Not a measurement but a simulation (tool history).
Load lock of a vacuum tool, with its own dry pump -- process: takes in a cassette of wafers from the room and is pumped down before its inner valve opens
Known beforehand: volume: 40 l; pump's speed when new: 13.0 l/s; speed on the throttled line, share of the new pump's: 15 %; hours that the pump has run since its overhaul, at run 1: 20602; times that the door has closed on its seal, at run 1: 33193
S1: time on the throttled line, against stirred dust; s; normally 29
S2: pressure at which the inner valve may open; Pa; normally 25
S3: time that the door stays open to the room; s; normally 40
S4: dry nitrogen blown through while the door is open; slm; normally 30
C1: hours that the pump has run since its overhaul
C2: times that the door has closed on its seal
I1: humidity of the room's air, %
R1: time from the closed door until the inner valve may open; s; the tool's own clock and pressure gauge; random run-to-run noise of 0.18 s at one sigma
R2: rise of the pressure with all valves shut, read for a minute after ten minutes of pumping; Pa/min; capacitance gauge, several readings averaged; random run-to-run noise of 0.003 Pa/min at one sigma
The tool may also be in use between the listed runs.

run 1 hour=0 | S1=29 S2=25 S3=40 S4=30 | C1=20602 C2=33193 | I1=39.9 | R1=53 R2=0.165
run 2 hour=265.7 | S1=29 S2=25 S3=40 S4=17 | C1=20867 C2=34120 | I1=45.2 | R1=53 R2=0.183
run 3 hour=587.9 | S1=29 S2=25 S3=40 S4=17 | C1=21190 C2=35244 | I1=43.7 | R1=52.7 R2=0.189
run 4 hour=812.6 | S1=29 S2=25 S3=40 S4=30 | C1=21414 C2=36028 | I1=43.2 | R1=53.3 R2=0.194
run 5 hour=1127.3 | S1=29 S2=25 S3=40 S4=30 | C1=21729 C2=37126 | I1=46.7 | R1=53.1 R2=0.195
run 6 hour=1431.7 | S1=29 S2=25 S3=40 S4=30 | C1=22033 C2=38188 | I1=42.8 | R1=52.9 R2=0.2
run 7 hour=1664.9 | S1=29 S2=25 S3=40 S4=30 | C1=22267 C2=39002 | I1=41.8 | R1=52.7 R2=0.215
run 8 hour=1998.6 | S1=29 S2=25 S3=121 S4=30 | C1=22600 C2=40167 | I1=43.4 | R1=53.4 R2=0.235
run 9 hour=2220 | S1=29 S2=25 S3=121 S4=30 | C1=22822 C2=40939 | I1=45.4 | R1=53.1 R2=0.241
-- hour=2408.8 dry pump taken out, an overhauled one fitted
run 10 hour=2700.4 | S1=29 S2=21 S3=121 S4=30 | C1=292 C2=42595 | I1=48.1 | R1=51.4 R2=0.255
run 11 hour=3128.8 | S1=29 S2=48 S3=40 S4=30 | C1=720 C2=44090 | I1=45.9 | R1=49.1 R2=0.245
run 12 hour=3653.1 | S1=29 S2=30 S3=40 S4=30 | C1=1244 C2=45919 | I1=48.6 | R1=50.7 R2=0.265
run 13 hour=3906 | S1=29 S2=25 S3=42 S4=30 | C1=1497 C2=46802 | I1=43.8 | R1=51.1 R2=0.267
run 14 hour=4411.9 | S1=29 S2=25 S3=42 S4=30 | C1=2003 C2=48567 | I1=45.6 | R1=51.1 R2=0.28
run 15 hour=4939.3 | S1=29 S2=25 S3=42 S4=30 | C1=2531 C2=50408 | I1=47.9 | R1=51.4 R2=0.301
run 16 hour=5388.1 | S1=18 S2=25 S3=40 S4=30 | C1=2979 C2=51974 | I1=40 | R1=41.9 R2=0.308
run 17 hour=5616.9 | S1=18 S2=25 S3=40 S4=30 | C1=3208 C2=52772 | I1=42 | R1=41.9 R2=0.318
run 18 hour=5981.4 | S1=18 S2=25 S3=40 S4=30 | C1=3573 C2=54044 | I1=46.6 | R1=41.9 R2=0.33
run 19 hour=6250.3 | S1=36 S2=25 S3=40 S4=30 | C1=3842 C2=54983 | I1=46.7 | R1=57.4 R2=0.335
run 20 hour=6594.1 | S1=36 S2=25 S3=40 S4=30 | C1=4185 C2=56182 | I1=42.4 | R1=57.1 R2=0.351
run 21 hour=7110.2 | S1=36 S2=25 S3=40 S4=30 | C1=4701 C2=57983 | I1=46.2 | R1=57.5 R2=0.379
run 22 hour=7580.6 | S1=16 S2=44 S3=32 S4=12 | C1=5172 C2=59625 | I1=46.2 | R1=39.2 R2=0.402
run 23 hour=7889.7 | S1=16 S2=44 S3=32 S4=12 | C1=5481 C2=60703 | I1=40.3 | R1=38.9 R2=0.407
run 24 hour=8273.6 | S1=20 S2=44 S3=40 S4=12 | C1=5865 C2=62043 | I1=46.1 | R1=42.5 R2=0.431
run 25 hour=8565.6 | S1=14 S2=38 S3=52 S4=30 | C1=6157 C2=63062 | I1=45.9 | R1=38.1 R2=0.44
run 26 hour=8986.4 | S1=14 S2=38 S3=52 S4=35 | C1=6578 C2=64530 | I1=47.7 | R1=37.6 R2=0.459
run 27 hour=9259.8 | S1=23 S2=37 S3=38 S4=15 | C1=6851 C2=65484 | I1=43.7 | R1=45.7 R2=0.471
run 28 hour=9625.2 | S1=29 S2=25 S3=53 S4=30 | C1=7216 C2=66759 | I1=44.1 | R1=52.2 R2=0.476
-- hour=9836.8 door's seal changed, seat wiped
run 29 hour=9900 | S1=39 S2=25 S3=42 S4=30 | C1=7490 C2=220 | I1=40.1 | R1=60.1 R2=0.016
run 30 hour=10424.3 | S1=39 S2=25 S3=42 S4=30 | C1=8014 C2=2050 | I1=46.4 | R1=59.9 R2=0.026
run 31 hour=10883 | S1=43 S2=19 S3=91 S4=35 | C1=8473 C2=3650 | I1=46.8 | R1=64.6 R2=0.039
run 32 hour=11246.6 | S1=15 S2=25 S3=48 S4=30 | C1=8836 C2=4919 | I1=41.4 | R1=40.8 R2=0.031
run 33 hour=11640.5 | S1=15 S2=25 S3=48 S4=30 | C1=9230 C2=6293 | I1=40.6 | R1=40.5 R2=0.035
run 34 hour=12051.5 | S1=21 S2=48 S3=40 S4=30 | C1=9641 C2=7728 | I1=44.5 | R1=43.6 R2=0.04
run 35 hour=12507.7 | S1=21 S2=48 S3=40 S4=30 | C1=10097 C2=9320 | I1=46.8 | R1=43.5 R2=0.046
run 36 hour=12827.1 | S1=26 S2=40 S3=28 S4=30 | C1=10417 C2=10434 | I1=44.3 | R1=48.5 R2=0.045

For some of the steps in R1 from one run to the next: how much would appear even if the tool had no hidden state, given the settings, what came in and random variation, and how much remains for the hidden state plus any gauge scatter that the measured result and the result without hidden state don't share?
Hidden state at play: pump's speed, % of a new pump's; leak at the door's seal, Pa l/s; drift of the gauge itself on ready_s, %; drift of the gauge itself on rise_pa_min, %.
Run 9 -> 10: S2 25 -> 21, dry pump taken out, an overhauled one fitted. R1 -1.7 s: hidden state -2.4, all else +0.7.
Run 11 -> 12: S2 48 -> 30. R1 +1.6 s: hidden state +0.2, all else +1.4.
Run 18 -> 19: S1 18 -> 36. R1 +15.5 s: hidden state -0.2, all else +15.7.
Run 21 -> 22: S1 36 -> 16, S2 25 -> 44, S3 40 -> 32, S4 30 -> 12. R1 -18.3 s: hidden state +0.2, all else -18.5.
Run 31 -> 32: S1 43 -> 15, S2 19 -> 25, S3 91 -> 48, S4 35 -> 30. R1 -23.8 s: hidden state +0.4, all else -24.2.
